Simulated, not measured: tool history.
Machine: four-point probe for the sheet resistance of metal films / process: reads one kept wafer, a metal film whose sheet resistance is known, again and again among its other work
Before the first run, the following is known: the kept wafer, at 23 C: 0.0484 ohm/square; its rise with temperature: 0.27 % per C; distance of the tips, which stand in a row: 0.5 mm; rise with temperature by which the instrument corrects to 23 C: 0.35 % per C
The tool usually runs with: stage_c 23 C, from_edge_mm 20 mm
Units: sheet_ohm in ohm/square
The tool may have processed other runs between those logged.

| run | hour | stage_c | from_edge_mm | sheet_ohm |
|---|---|---|---|---|
| 1 | 0.0 | 23 | 20 | 0.048504 |
| 2 | 24.5 | 23 | 20 | 0.048495 |
| 3 | 56.9 | 21 | 20 | 0.048564 |
| 4 | 80.9 | 21 | 20 | 0.048579 |
| 5 | 110.3 | 21 | 20 | 0.048559 |
| 6 | 133.8 | 21 | 4 | 0.048949 |
| 7 | 160.5 | 23 | 20 | 0.048456 |
| 8 | 194.2 | 23 | 20 | 0.048457 |
| 9 | 220.5 | 23 | 20 | 0.048463 |
| 10 | 247.2 | 23 | 20 | 0.048440 |
| 11 | 268.5 | 23 | 20 | 0.048446 |
| 12 | 293.2 | 23 | 8 | 0.048534 |
| 13 | 309.1 | 25 | 11 | 0.048409 |
| 14 | 331.1 | 21 | 41 | 0.048505 |
| 15 | 356.5 | 26 | 72 | 0.048307 |
| 16 | 374.5 | 23 | 63 | 0.048411 |
| 17 | 403.1 | 19 | 47 | 0.048566 |
| 18 | 434.4 | 19 | 47 | 0.048567 |

What will run 19 give?
| 19 | 458.8 | 30 | 69 | ? |

{"run 19": {"sheet_ohm": 0.048133}}
With no hidden state in the tool, this same run would have given sheet_ohm 0.048130 ohm/square.
